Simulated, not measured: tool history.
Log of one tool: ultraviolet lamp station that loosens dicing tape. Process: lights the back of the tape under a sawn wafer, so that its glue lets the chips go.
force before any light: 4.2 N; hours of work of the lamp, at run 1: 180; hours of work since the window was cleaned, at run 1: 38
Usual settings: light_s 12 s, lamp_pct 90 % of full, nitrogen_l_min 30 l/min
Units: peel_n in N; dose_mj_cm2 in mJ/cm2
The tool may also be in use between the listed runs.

run,day,light_s,lamp_pct,nitrogen_l_min,hours of work of the lamp,hours of work since the window was cleaned,peel_n,dose_mj_cm2
1,0.000,12,90,30,180,38,0.108,558
2,3.938,17,90,30,228,86,0.094,788
3,7.283,17,90,27,268,126,0.091,781
4,11.017,17,90,27,313,172,0.102,785
5,13.754,17,90,27,346,205,0.084,787
6,15.546,12,90,30,368,226,0.114,553
7,17.579,12,90,30,393,251,0.109,554
8,21.350,12,67,30,438,297,0.176,415
# day 23.246: window cleaned of glue's vapour
9,23.558,12,67,30,465,4,0.180,416
10,25.592,12,67,30,489,28,0.184,416
11,27.642,12,90,35,514,53,0.113,560
12,31.188,6,61,33,557,96,0.789,191
13,34.450,8,84,27,597,136,0.294,349
14,36.179,8,84,18,618,157,0.414,347
15,39.175,12,66,10,654,193,0.491,407
16,41.688,8,90,30,684,223,0.226,371
17,44.167,20,90,30,714,253,0.095,924
18,46.575,20,63,30,744,282,0.103,641
19,49.138,6,83,21,775,313,0.625,254
# day 49.675: window cleaned of glue's vapour
20,51.238,20,68,16,800,19,0.123,695
21,53.429,12,88,16,826,45,0.186,547
22,56.867,12,90,15,868,87,0.187,558

5 ways to go on from here, each from the tool as it stands after run 22. What would each give?
A,60.950,8,90,30,917,137,?,?
B,60.950,9,94,30,917,137,?,?
C,60.950,9,60,9,917,137,?,?
D,60.950,18,90,47,917,137,?,?
E,60.950,7,95,15,917,137,?,?

run,peel_n,dose_mj_cm2
A,0.236,370
B,0.166,435
C,1.032,281
D,0.092,834
E,0.489,342
Without the tool's hidden state the same runs would have given:
run,peel_n,dose_mj_cm2
A,0.235,370
B,0.165,436
C,1.029,281
D,0.092,836
E,0.487,343
